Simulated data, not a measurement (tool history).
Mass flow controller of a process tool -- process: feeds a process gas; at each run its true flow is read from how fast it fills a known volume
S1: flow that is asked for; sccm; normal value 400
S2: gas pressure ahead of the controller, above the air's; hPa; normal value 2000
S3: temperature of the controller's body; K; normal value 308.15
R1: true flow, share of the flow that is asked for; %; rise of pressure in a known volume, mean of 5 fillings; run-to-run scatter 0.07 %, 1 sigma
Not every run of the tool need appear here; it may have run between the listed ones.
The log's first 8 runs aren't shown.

{"run": 9, "hour": 883.7, "S1": 400, "S2": 2000, "S3": 300.15, "R1": 99.77}
{"run": 10, "hour": 967.2, "S1": 400, "S2": 1440, "S3": 300.15, "R1": 99.42}
{"run": 11, "hour": 1061.9, "S1": 400, "S2": 2000, "S3": 302.15, "R1": 99.79}
{"run": 12, "hour": 1129.3, "S1": 400, "S2": 2000, "S3": 302.15, "R1": 99.78}
{"run": 13, "hour": 1197.1, "S1": 400, "S2": 2000, "S3": 302.15, "R1": 99.97}
{"run": 14, "hour": 1279.5, "S1": 400, "S2": 2000, "S3": 302.15, "R1": 99.77}
{"run": 15, "hour": 1352.6, "S1": 400, "S2": 2000, "S3": 303.15, "R1": 99.76}
{"run": 16, "hour": 1482.4, "S1": 400, "S2": 2000, "S3": 303.15, "R1": 99.74}
{"run": 17, "hour": 1606.7, "S1": 400, "S2": 2000, "S3": 303.15, "R1": 99.99}
{"run": 18, "hour": 1687.2, "S1": 400, "S2": 1980, "S3": 308.15, "R1": 99.84}
{"run": 19, "hour": 1781.8, "S1": 659, "S2": 1500, "S3": 306.15, "R1": 99.43}
{"run": 20, "hour": 1869.4, "S1": 400, "S2": 2000, "S3": 312.15, "R1": 100.1}
{"run": 21, "hour": 2035.7, "S1": 107, "S2": 2000, "S3": 309.15, "R1": 103.71}
{"run": 22, "hour": 2119.3, "S1": 400, "S2": 2000, "S3": 298.15, "R1": 99.79}
{"run": 23, "hour": 2231.9, "S1": 107, "S2": 2170, "S3": 298.15, "R1": 103.77}
{"run": 24, "hour": 2358.9, "S1": 107, "S2": 2170, "S3": 298.15, "R1": 103.9}
{"run": 25, "hour": 2498.7, "S1": 107, "S2": 2170, "S3": 312.15, "R1": 104.38}
{"run": 26, "hour": 2613.1, "S1": 107, "S2": 1720, "S3": 312.15, "R1": 104.13}
{"run": 27, "hour": 2719.5, "S1": 400, "S2": 2000, "S3": 310.15, "R1": 100.14}
{"run": 28, "hour": 2838.0, "S1": 400, "S2": 2000, "S3": 310.15, "R1": 100.18}
{"run": 29, "hour": 2927.6, "S1": 489, "S2": 1910, "S3": 308.15, "R1": 99.82}
{"run": 30, "hour": 3086.4, "S1": 489, "S2": 1910, "S3": 308.15, "R1": 99.84}
{"run": 31, "hour": 3192.4, "S1": 663, "S2": 2030, "S3": 309.15, "R1": 99.97}

Each row is a separate what-if for the run after 31, all from the same tool condition, not one after another. Results?
{"run": "A", "hour": 3259.8, "S1": 566, "S2": 2030, "S3": 309.15, "R1": "?"}
{"run": "B", "hour": 3259.8, "S1": 400, "S2": 1570, "S3": 303.15, "R1": "?"}
{"run": "C", "hour": 3259.8, "S1": 663, "S2": 2030, "S3": 310.15, "R1": "?"}
{"run": "D", "hour": 3259.8, "S1": 663, "S2": 2070, "S3": 308.15, "R1": "?"}

run=A R1=100.18
run=B R1=99.82
run=C R1=100.07
run=D R1=99.82
Stripped of hidden state, with their random variation kept, the same runs would have yielded:
run=A R1=99.69
run=B R1=98.8
run=C R1=99.76
run=D R1=99.52
